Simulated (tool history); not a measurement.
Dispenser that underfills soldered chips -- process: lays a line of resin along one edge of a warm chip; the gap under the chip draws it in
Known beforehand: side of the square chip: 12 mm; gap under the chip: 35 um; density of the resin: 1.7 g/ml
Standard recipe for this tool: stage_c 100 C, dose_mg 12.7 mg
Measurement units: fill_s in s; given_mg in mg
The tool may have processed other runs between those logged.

run	hour	stage_c	dose_mg	fill_s	given_mg
1	0	100	12.7	296.4	12.02
# hour 2.2: new syringe of resin
2	5	100	12.7	251.1	11.85
3	8.5	100	12.7	279.6	11.94
4	12.2	100	12.7	302.7	11.88
# hour 14.7: new syringe of resin
5	16.3	100	12.7	239.4	11.91
6	20.4	100	12.7	266.4	11.86
7	25.1	100	12.7	300.1	11.78
# hour 27.1: new syringe of resin
8	30.6	100	12.7	247.3	11.71
9	36.9	100	12.7	294.7	11.78
# hour 39.7: new syringe of resin
# hour 41.8: dispensing valve cleaned and set on the balance
10	41.9	100	12.7	230.3	12.7
11	45.6	100	12.7	256.1	12.7
12	48.8	100	12.7	279.8	12.68
13	52.7	85	12.7	538.1	12.73
# hour 53.5: new syringe of resin
14	59.1	85	12.7	456.5	12.59
15	64.7	85	12.7	522.4	12.58
# hour 66.4: new syringe of resin
16	71.3	100	11.7	260.9	11.64
17	75.6	100	11.7	294.6	11.56
# hour 78.9: new syringe of resin
18	79	100	11.7	228.2	11.56
19	82.9	107	12.7	195	12.59
20	88.7	107	12.7	225	12.44
# hour 91.5: new syringe of resin
21	91.7	113	11.5	148.8	11.19
22	97.7	108	14	199.2	13.7
23	102.3	91	16.5	409.2	16.21
# hour 104.2: new syringe of resin
24	107.7	85	11.5	447.1	11.14
25	110.8	91	11.6	384.4	11.25
26	113.4	96	15.3	326.5	14.88
# hour 116.7: new syringe of resin
27	117	100	12.7	232.9	12.36
28	122.5	108	11.1	206.8	10.68
29	127.6	114	15.6	181	15.24
# hour 129.4: new syringe of resin
30	130.6	108	12.9	173	12.41
31	135.2	99	14.1	266.4	13.55
32	138.4	99	14.1	291.8	13.53
# hour 142.2: new syringe of resin
33	143	93	12.7	298.7	12.08
34	146.8	106	12.8	205.5	12.16
35	151.4	114	13.2	171.8	12.53

Measured minus without-hidden-state, run by run (identical run-to-run variation in each term; gauge scatter may differ):
What the log doesn't record here: resin's viscosity, % of fresh resin's; dose that the valve gives, % of what is set; true chip temperature over the reading, C; drift of the gauge itself on fill_s, %; drift of the gauge itself on given_mg, %.
run	fill_s	given_mg
1	+68.5	-0.75
2	+22.8	-0.76
3	+47.6	-0.79
4	+74.6	-0.81
5	+9.3	-0.84
6	+36.8	-0.86
7	+71.1	-0.88
8	+19.8	-0.9
9	+65.1	-0.94
10	+1.9	+0.01
11	+25.4	+0
12	+48.2	-0.02
13	+135.5	-0.05
14	+56.2	-0.09
15	+126.7	-0.12
16	+29.6	-0.14
17	+61.5	-0.16
18	-3.6	-0.19
19	+16.1	-0.22
20	+47.8	-0.25
21	-0.6	-0.25
22	+27.6	-0.34
23	+95.3	-0.43
24	+35.5	-0.32
25	+58.2	-0.34
26	+66.2	-0.47
27	-0.1	-0.41
28	+28.4	-0.38
29	+43.5	-0.58
30	+1.5	-0.5
31	+32	-0.57
32	+55.2	-0.59
33	+0.8	-0.56
34	+20	-0.58
35	+34.4	-0.63

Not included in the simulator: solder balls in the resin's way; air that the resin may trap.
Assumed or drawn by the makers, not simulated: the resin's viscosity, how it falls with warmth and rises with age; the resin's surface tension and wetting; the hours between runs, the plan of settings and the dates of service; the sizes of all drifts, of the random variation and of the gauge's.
